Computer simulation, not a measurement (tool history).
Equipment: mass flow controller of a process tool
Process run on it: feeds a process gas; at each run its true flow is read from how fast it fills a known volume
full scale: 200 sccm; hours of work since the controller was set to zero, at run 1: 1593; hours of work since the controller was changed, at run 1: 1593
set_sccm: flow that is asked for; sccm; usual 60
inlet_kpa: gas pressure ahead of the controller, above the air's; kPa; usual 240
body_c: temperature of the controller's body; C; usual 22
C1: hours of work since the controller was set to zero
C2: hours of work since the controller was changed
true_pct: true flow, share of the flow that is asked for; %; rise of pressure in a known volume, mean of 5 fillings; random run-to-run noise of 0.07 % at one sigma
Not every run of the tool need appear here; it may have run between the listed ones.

Run 1, hour 0.0: usual settings; C1 1593; C2 1593. Result: true_pct 99.21 %.
Run 2, hour 343.9: usual settings; C1 1715; C2 1715. Result: true_pct 99.36 %.
Run 3, hour 573.4: usual settings but inlet_kpa 186 kPa; C1 1796; C2 1796. Result: true_pct 99.34 %.
Run 4, hour 923.4: usual settings but body_c 28 C; C1 1920; C2 1920. Result: true_pct 99.75 %.
Run 5, hour 1085.1: usual settings but body_c 28 C; C1 1977; C2 1977. Result: true_pct 99.79 %.
Run 6, hour 1343.7: usual settings; C1 2069; C2 2069. Result: true_pct 99.43 %.
Run 7, hour 1599.4: usual settings; C1 2160; C2 2160. Result: true_pct 99.48 %.
Run 8, hour 1805.8: usual settings; C1 2233; C2 2233. Result: true_pct 99.44 %.
Run 9, hour 2016.4: usual settings but inlet_kpa 183 kPa; C1 2308; C2 2308. Result: true_pct 99.55 %.
Run 10, hour 2269.7: usual settings but inlet_kpa 183 kPa; C1 2397; C2 2397. Result: true_pct 99.49 %.
Run 11, hour 2479.1: usual settings but inlet_kpa 183 kPa; C1 2472; C2 2472. Result: true_pct 99.46 %.
Run 12, hour 2661.8: usual settings but inlet_kpa 183 kPa; C1 2536; C2 2536. Result: true_pct 99.53 %.
Run 13, hour 2828.1: usual settings but inlet_kpa 183 kPa; C1 2595; C2 2595. Result: true_pct 99.57 %.
Run 14, hour 3001.2: usual settings but inlet_kpa 183 kPa; C1 2657; C2 2657. Result: true_pct 99.56 %.
Run 15, hour 3188.9: usual settings but set_sccm 42 sccm, inlet_kpa 183 kPa; C1 2723; C2 2723. Result: true_pct 100.25 %.
Run 16, hour 3400.6: usual settings but set_sccm 64 sccm; C1 2798; C2 2798. Result: true_pct 99.46 %.
Run 17, hour 3679.0: usual settings but set_sccm 64 sccm; C1 2897; C2 2897. Result: true_pct 99.37 %.
Run 18, hour 3938.5: usual settings; C1 2989; C2 2989. Result: true_pct 99.49 %.
Run 19, hour 4176.5: usual settings; C1 3073; C2 3073. Result: true_pct 99.53 %.
Run 20, hour 4346.6: usual settings but body_c 30 C; C1 3134; C2 3134. Result: true_pct 99.95 %.
Run 21, hour 4669.3: usual settings; C1 3248; C2 3248. Result: true_pct 99.54 %.
Run 22, hour 4858.9: usual settings; C1 3315; C2 3315. Result: true_pct 99.54 %.
Run 23, hour 5160.8: usual settings but inlet_kpa 143 kPa; C1 3422; C2 3422. Result: true_pct 99.76 %.
Run 24, hour 5407.6: usual settings but inlet_kpa 143 kPa; C1 3510; C2 3510. Result: true_pct 99.68 %.
Run 25, hour 5658.9: usual settings but set_sccm 152 sccm, body_c 33 C; C1 3599; C2 3599. Result: true_pct 98.98 %.
Run 26, hour 5945.7: usual settings but set_sccm 20 sccm, body_c 35 C; C1 3701; C2 3701. Result: true_pct 105.84 %.
Run 27, hour 6262.4: usual settings but set_sccm 20 sccm, body_c 35 C; C1 3813; C2 3813. Result: true_pct 105.96 %.
Run 28, hour 6564.6: usual settings but inlet_kpa 276 kPa; C1 3920; C2 3920. Result: true_pct 99.61 %.
Run 29, hour 6747.4: usual settings but set_sccm 91 sccm, inlet_kpa 167 kPa, body_c 34 C; C1 3985; C2 3985. Result: true_pct 99.32 %.
Run 30, hour 6971.8: usual settings but set_sccm 175 sccm, body_c 25 C; C1 4065; C2 4065. Result: true_pct 98.24 %.
Run 31, hour 7278.3: usual settings but set_sccm 106 sccm; C1 4173; C2 4173. Result: true_pct 98.43 %.
Run 32, hour 7444.2: usual settings but set_sccm 104 sccm, inlet_kpa 215 kPa, body_c 23 C; C1 4232; C2 4232. Result: true_pct 98.74 %.
Run 33, hour 7755.9: usual settings but set_sccm 192 sccm, inlet_kpa 176 kPa; C1 4343; C2 4343. Result: true_pct 98.10 %.
Run 34, hour 7971.6: usual settings but set_sccm 24 sccm, inlet_kpa 176 kPa, body_c 26 C; C1 4419; C2 4419. Result: true_pct 104.93 %.
Run 35, hour 8293.1: usual settings but set_sccm 24 sccm, inlet_kpa 176 kPa, body_c 26 C; C1 4533; C2 4533. Result: true_pct 104.80 %.
Run 36, hour 8581.5: usual settings but set_sccm 48 sccm, inlet_kpa 176 kPa, body_c 32 C; C1 4635; C2 4635. Result: true_pct 101.18 %.
Run 37, hour 8748.3: usual settings but body_c 25 C; C1 4694; C2 4694. Result: true_pct 99.80 %.
Run 38, hour 8921.7: usual settings but set_sccm 72 sccm, body_c 30 C; C1 4756; C2 4756. Result: true_pct 99.48 %.
Run 39, hour 9095.3: usual settings but set_sccm 72 sccm, body_c 30 C; C1 4817; C2 4817. Result: true_pct 99.64 %.
Run 40, hour 9240.9: usual settings but set_sccm 72 sccm, body_c 30 C; C1 4869; C2 4869. Result: true_pct 99.59 %.
Run 41, hour 9500.5: usual settings but set_sccm 72 sccm, inlet_kpa 143 kPa, body_c 30 C; C1 4961; C2 4961. Result: true_pct 99.69 %.
Run 42, hour 9713.7: usual settings but inlet_kpa 235 kPa, body_c 24 C; C1 5037; C2 5037. Result: true_pct 99.80 %.
Run 43, hour 10006.8: usual settings but inlet_kpa 235 kPa, body_c 24 C; C1 5141; C2 5141. Result: true_pct 99.89 %.
Run 44, hour 10170.6: usual settings but set_sccm 36 sccm, inlet_kpa 157 kPa, body_c 26 C; C1 5199; C2 5199. Result: true_pct 102.67 %.
Run 45, hour 10509.9: usual settings but set_sccm 31 sccm; C1 5319; C2 5319. Result: true_pct 103.50 %.
Run 46, hour 10780.0: usual settings but set_sccm 31 sccm, inlet_kpa 167 kPa, body_c 21 C; C1 5415; C2 5415. Result: true_pct 103.43 %.
Run 47, hour 11126.1: usual settings but set_sccm 28 sccm, inlet_kpa 198 kPa, body_c 37 C; C1 5537; C2 5537. Result: true_pct 105.25 %.

Run by run, hidden condition taken away, random variation retained:
What the log doesn't record here: flow at rest that the sensor doesn't see, % of full scale; true flow over the shown one, %; drift of the gauge itself on true_pct, %.
run  true_pct
  1     99.00
  2     99.14
  3     99.11
  4     99.51
  5     99.55
  6     99.18
  7     99.22
  8     99.16
  9     99.26
 10     99.19
 11     99.15
 12     99.21
 13     99.25
 14     99.24
 15     99.03
 16     99.25
 17     99.16
 18     99.13
 19     99.16
 20     99.57
 21     99.15
 22     99.15
 23     99.36
 24     99.28
 25    100.22
 26     99.83
 27     99.76
 28     99.16
 29     99.88
 30     99.78
 31     99.31
 32     99.60
 33     99.84
 34     99.42
 35     99.14
 36     99.77
 37     99.26
 38     99.54
 39     99.69
 40     99.65
 41     99.76
 42     99.23
 43     99.30
 44     99.46
 45     99.14
 46     99.00
 47     99.86
